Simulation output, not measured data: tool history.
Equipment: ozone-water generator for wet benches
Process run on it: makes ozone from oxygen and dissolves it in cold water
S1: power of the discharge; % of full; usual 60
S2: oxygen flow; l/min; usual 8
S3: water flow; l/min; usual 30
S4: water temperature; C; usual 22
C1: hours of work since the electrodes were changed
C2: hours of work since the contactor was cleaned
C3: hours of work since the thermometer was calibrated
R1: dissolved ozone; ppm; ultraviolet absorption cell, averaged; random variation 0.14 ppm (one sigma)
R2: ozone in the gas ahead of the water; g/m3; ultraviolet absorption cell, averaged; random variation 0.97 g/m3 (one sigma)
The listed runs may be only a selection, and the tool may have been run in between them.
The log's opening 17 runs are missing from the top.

run 18 hour=478.6 | S1=60 S2=8 S3=29 S4=22 | C1=1272 C2=5011 C3=931 | R1=15.1 R2=164.7
run 19 hour=514.4 | S1=60 S2=8 S3=29 S4=22 | C1=1307 C2=5046 C3=966 | R1=15.1 R2=163.6
-- hour=521.9 contactor cleaned
run 20 hour=552.7 | S1=60 S2=8 S3=35 S4=14 | C1=1340 C2=30 C3=999 | R1=14 R2=165.3
run 21 hour=588.2 | S1=60 S2=8 S3=34 S4=23 | C1=1374 C2=64 C3=1033 | R1=12.6 R2=164.2
run 22 hour=608.2 | S1=60 S2=8 S3=34 S4=23 | C1=1393 C2=83 C3=1052 | R1=12.8 R2=162.7
run 23 hour=631.3 | S1=60 S2=8 S3=34 S4=23 | C1=1416 C2=105 C3=1074 | R1=12.8 R2=163.6
run 24 hour=671 | S1=60 S2=8 S3=34 S4=23 | C1=1454 C2=144 C3=1113 | R1=12.8 R2=163.7
run 25 hour=695.8 | S1=60 S2=8 S3=34 S4=23 | C1=1478 C2=168 C3=1137 | R1=12.8 R2=163.2
run 26 hour=730.9 | S1=42 S2=9.2 S3=30 S4=29 | C1=1512 C2=201 C3=1171 | R1=10.2 R2=121.5
run 27 hour=748.5 | S1=42 S2=9.2 S3=30 S4=29 | C1=1529 C2=218 C3=1187 | R1=10.3 R2=120.9
-- hour=762 contactor cleaned, once more
run 28 hour=792.7 | S1=42 S2=9.2 S3=30 S4=29 | C1=1567 C2=30 C3=1226 | R1=10.4 R2=120.1
run 29 hour=828.5 | S1=42 S2=9.2 S3=19 S4=16 | C1=1602 C2=64 C3=1261 | R1=18.8 R2=119.6
run 30 hour=867.8 | S1=60 S2=7.29 S3=32 S4=22 | C1=1640 C2=102 C3=1299 | R1=14.2 R2=172.2
run 31 hour=897.3 | S1=41 S2=8.12 S3=30 S4=20 | C1=1668 C2=130 C3=1327 | R1=12.1 R2=128

Here are 3 independent what-if runs from the current tool condition. What would each one return?
run A hour=935.1 | S1=78 S2=11.31 S3=30 S4=15 | C1=1705 C2=167 C3=1364 | R1=? R2=?
run B hour=935.1 | S1=71 S2=7.76 S3=30 S4=22 | C1=1705 C2=167 C3=1364 | R1=? R2=?
run C hour=935.1 | S1=83 S2=6.69 S3=30 S4=27 | C1=1705 C2=167 C3=1364 | R1=? R2=?

run=A R1=19.1 R2=157
run=B R1=16.4 R2=184
run=C R1=17.2 R2=219.8
Stripped of hidden state, with their random variation kept, the same runs would have yielded:
run=A R1=19.8 R2=161
run=B R1=17 R2=188.4
run=C R1=17.8 R2=225.6

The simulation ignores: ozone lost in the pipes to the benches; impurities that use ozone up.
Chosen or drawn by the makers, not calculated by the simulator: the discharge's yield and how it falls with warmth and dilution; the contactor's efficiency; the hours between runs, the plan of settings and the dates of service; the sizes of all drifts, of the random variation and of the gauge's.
